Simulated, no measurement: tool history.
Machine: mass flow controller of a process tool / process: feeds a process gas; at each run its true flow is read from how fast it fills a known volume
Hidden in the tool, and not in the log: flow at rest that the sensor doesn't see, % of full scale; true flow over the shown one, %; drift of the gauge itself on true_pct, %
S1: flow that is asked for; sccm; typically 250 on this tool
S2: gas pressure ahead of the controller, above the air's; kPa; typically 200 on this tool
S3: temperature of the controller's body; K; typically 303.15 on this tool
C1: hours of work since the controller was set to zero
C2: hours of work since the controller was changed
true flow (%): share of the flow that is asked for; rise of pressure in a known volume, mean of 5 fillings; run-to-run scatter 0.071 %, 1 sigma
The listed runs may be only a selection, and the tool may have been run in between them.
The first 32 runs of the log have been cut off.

run 33 hour=7799.7 | S1=250 S2=200 S3=295.15 | C1=1676 C2=11465 | true_flow_(%)=99.56
run 34 hour=7999.1 | S1=254 S2=200 S3=301.15 | C1=1776 C2=11565 | true_flow_(%)=99.73
run 35 hour=8367.7 | S1=254 S2=200 S3=301.15 | C1=1962 C2=11750 | true_flow_(%)=99.86
run 36 hour=8606.6 | S1=192 S2=195 S3=306.15 | C1=2082 C2=11870 | true_flow_(%)=100.02
run 37 hour=8974.7 | S1=336 S2=157 S3=293.15 | C1=2267 C2=12055 | true_flow_(%)=99.58
run 38 hour=9247.6 | S1=337 S2=238 S3=296.15 | C1=2404 C2=12192 | true_flow_(%)=99.59
run 39 hour=9412.0 | S1=250 S2=191 S3=303.15 | C1=2487 C2=12275 | true_flow_(%)=99.87
run 40 hour=9653.4 | S1=57 S2=200 S3=299.15 | C1=2608 C2=12396 | true_flow_(%)=99.47
run 41 hour=9905.2 | S1=82 S2=178 S3=304.15 | C1=2735 C2=12523 | true_flow_(%)=99.77
run 42 hour=10071.1 | S1=114 S2=200 S3=299.15 | C1=2818 C2=12606 | true_flow_(%)=99.56
run 43 hour=10382.6 | S1=397 S2=278 S3=305.15 | C1=2975 C2=12763 | true_flow_(%)=100.17
run 44 hour=10573.2 | S1=250 S2=257 S3=303.15 | C1=3070 C2=12859 | true_flow_(%)=99.92
run 45 hour=10938.5 | S1=250 S2=145 S3=303.15 | C1=3254 C2=13042 | true_flow_(%)=100.12
run 46 hour=11119.8 | S1=333 S2=205 S3=297.15 | C1=3345 C2=13134 | true_flow_(%)=99.69
run 47 hour=11328.6 | S1=333 S2=205 S3=297.15 | C1=3450 C2=13239 | true_flow_(%)=99.59

Alternative continuations, all from the tool just after run 47; predict every row:
run A hour=11596.1 | S1=250 S2=200 S3=297.15 | C1=3585 C2=13373 | true_flow_(%)=?
run B hour=11596.1 | S1=68 S2=190 S3=308.15 | C1=3585 C2=13373 | true_flow_(%)=?
run C hour=11596.1 | S1=68 S2=174 S3=296.15 | C1=3585 C2=13373 | true_flow_(%)=?

run=A true_flow_(%)=99.61
run=B true_flow_(%)=99.98
run=C true_flow_(%)=99.29
With the hidden condition removed and each run's random variation left untouched, the same runs would have given:
run=A true_flow_(%)=99.63
run=B true_flow_(%)=100.00
run=C true_flow_(%)=99.31
